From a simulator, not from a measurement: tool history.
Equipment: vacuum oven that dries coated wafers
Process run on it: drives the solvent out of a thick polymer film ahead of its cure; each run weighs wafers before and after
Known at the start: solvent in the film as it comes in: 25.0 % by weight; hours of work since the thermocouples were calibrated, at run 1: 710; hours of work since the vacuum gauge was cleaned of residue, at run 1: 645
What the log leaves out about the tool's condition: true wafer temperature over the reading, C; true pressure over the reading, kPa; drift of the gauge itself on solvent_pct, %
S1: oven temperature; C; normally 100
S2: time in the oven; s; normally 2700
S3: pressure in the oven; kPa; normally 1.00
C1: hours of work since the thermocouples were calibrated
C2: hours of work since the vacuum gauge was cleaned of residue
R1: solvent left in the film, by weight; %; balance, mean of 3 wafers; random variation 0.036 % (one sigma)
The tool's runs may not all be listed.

Run 1, day 0.000: usual settings; C1 710; C2 645. Result: R1 1.84 %.
Run 2, day 2.188: usual settings; C1 736; C2 671. Result: R1 1.82 %.
Run 3, day 4.071: usual settings but S3 0.56 kPa; C1 759; C2 693. Result: R1 1.71 %.
Run 4, day 7.442: usual settings; C1 799; C2 734. Result: R1 1.77 %.
Run 5, day 10.012: usual settings; C1 830; C2 764. Result: R1 1.77 %.
Run 6, day 11.712: usual settings; C1 850; C2 785. Result: R1 1.81 %.
Run 7, day 14.421: usual settings but S3 2.35 kPa; C1 882; C2 817. Result: R1 2.36 %.
Run 8, day 17.246: usual settings; C1 916; C2 851. Result: R1 1.81 %.
Run 9, day 20.792: usual settings; C1 958; C2 893. Result: R1 1.79 %.
Run 10, day 23.017: usual settings but S3 2.41 kPa; C1 985; C2 919. Result: R1 2.32 %.
At day 24.096: oven's thermocouples calibrated.
Run 11, day 26.204: usual settings but S3 2.41 kPa; C1 25; C2 956. Result: R1 2.54 %.
Run 12, day 28.946: usual settings but S2 3000 s; C1 58; C2 989. Result: R1 1.63 %.
At day 29.200: vacuum gauge cleaned of residue and calibrated.
Run 13, day 32.208: usual settings but S2 3000 s, S3 0.92 kPa; C1 96; C2 36. Result: R1 1.67 %.
Run 14, day 34.992: usual settings but S2 3000 s, S3 0.92 kPa; C1 129; C2 69. Result: R1 1.65 %.
Run 15, day 37.521: usual settings; C1 159; C2 99. Result: R1 2.02 %.
Run 16, day 41.179: usual settings; C1 203; C2 143. Result: R1 2.03 %.
Run 17, day 44.246: usual settings; C1 240; C2 180. Result: R1 2.02 %.
Run 18, day 47.912: usual settings; C1 283; C2 223. Result: R1 2.02 %.
At day 50.142: vacuum gauge cleaned of residue and calibrated, once more.
Run 19, day 51.896: usual settings but S3 2.51 kPa; C1 330; C2 21. Result: R1 2.41 %.
Run 20, day 53.688: usual settings but S3 2.51 kPa; C1 352; C2 42. Result: R1 2.35 %.
Run 21, day 56.412: usual settings but S3 2.51 kPa; C1 384; C2 75. Result: R1 2.37 %.
Run 22, day 58.862: usual settings but S3 1.43 kPa; C1 413; C2 104. Result: R1 1.93 %.
Run 23, day 62.625: usual settings but S1 89 C, S2 2580 s, S3 0.73 kPa; C1 458; C2 149. Result: R1 5.92 %.
Run 24, day 64.917: usual settings but S1 114 C, S2 2040 s, S3 2.10 kPa; C1 486; C2 176. Result: R1 0.75 %.
Run 25, day 68.058: usual settings but S3 1.40 kPa; C1 523; C2 214. Result: R1 1.96 %.
Run 26, day 70.496: usual settings but S1 95 C, S3 0.81 kPa; C1 552; C2 243. Result: R1 3.19 %.
Run 27, day 73.388: usual settings but S1 95 C, S3 0.81 kPa; C1 587; C2 277. Result: R1 3.19 %.
Run 28, day 76.983: usual settings but S2 2100 s; C1 630; C2 320. Result: R1 2.95 %.
Run 29, day 80.625: usual settings but S1 87 C, S2 2460 s; C1 673; C2 364. Result: R1 7.27 %.
Run 30, day 84.488: usual settings but S1 85 C, S3 1.62 kPa; C1 719; C2 410. Result: R1 7.95 %.
Run 31, day 88.312: usual settings; C1 765; C2 455. Result: R1 1.82 %.
Run 32, day 91.025: usual settings but S2 2580 s, S3 0.66 kPa; C1 797; C2 488. Result: R1 1.85 %.
Run 33, day 93.704: usual settings but S1 110 C, S2 1320 s, S3 3.69 kPa; C1 829; C2 520. Result: R1 2.82 %.
Run 34, day 96.417: usual settings but S1 110 C, S2 1320 s, S3 3.69 kPa; C1 861; C2 552. Result: R1 2.84 %.
Run 35, day 98.667: usual settings but S1 87 C; C1 888; C2 579. Result: R1 6.69 %.
Run 36, day 101.229: usual settings but S1 103 C, S3 1.36 kPa; C1 919; C2 610. Result: R1 1.32 %.
Run 37, day 103.392: usual settings but S1 103 C, S3 1.13 kPa; C1 945; C2 635. Result: R1 1.23 %.
Run 38, day 107.275: usual settings but S1 103 C, S2 2520 s, S3 0.92 kPa; C1 991; C2 682. Result: R1 1.34 %.
At day 107.912: oven's thermocouples calibrated.
Run 39, day 109.146: usual settings but S1 91 C, S3 3.48 kPa; C1 15; C2 703. Result: R1 6.20 %.
Run 40, day 112.825: usual settings but S1 91 C, S3 3.48 kPa; C1 59; C2 747. Result: R1 6.17 %.
Run 41, day 114.596: usual settings but S1 91 C, S3 3.48 kPa; C1 80; C2 768. Result: R1 6.08 %.

Some steps in R1, run to run, broken into two amounts with sign: the step expected even without the hidden condition (settings, incoming material, random variation), and the rest, left for the hidden condition together with whatever gauge scatter is not in both the measured and the hidden-condition-free result:
Run 10 -> 11: oven's thermocouples calibrated. R1 +0.22 %: hidden state +0.25, all else -0.03.
Run 18 -> 19: S3 1.00 -> 2.51, vacuum gauge cleaned of residue and calibrated, once more. R1 +0.39 %: hidden state -0.23, all else +0.62.
Run 23 -> 24: S1 89 -> 114, S2 2580 -> 2040, S3 0.73 -> 2.10. R1 -5.17 %: hidden state +0.10, all else -5.27.
Run 30 -> 31: S1 85 -> 100, S3 1.62 -> 1.00. R1 -6.13 %: hidden state +0.11, all else -6.24.
Run 35 -> 36: S1 87 -> 103, S3 1.00 -> 1.36. R1 -5.37 %: hidden state +0.17, all else -5.54.
Run 38 -> 39: S1 103 -> 91, S2 2520 -> 2700, S3 0.92 -> 3.48, oven's thermocouples calibrated. R1 +4.86 %: hidden state +0.21, all else +4.65.
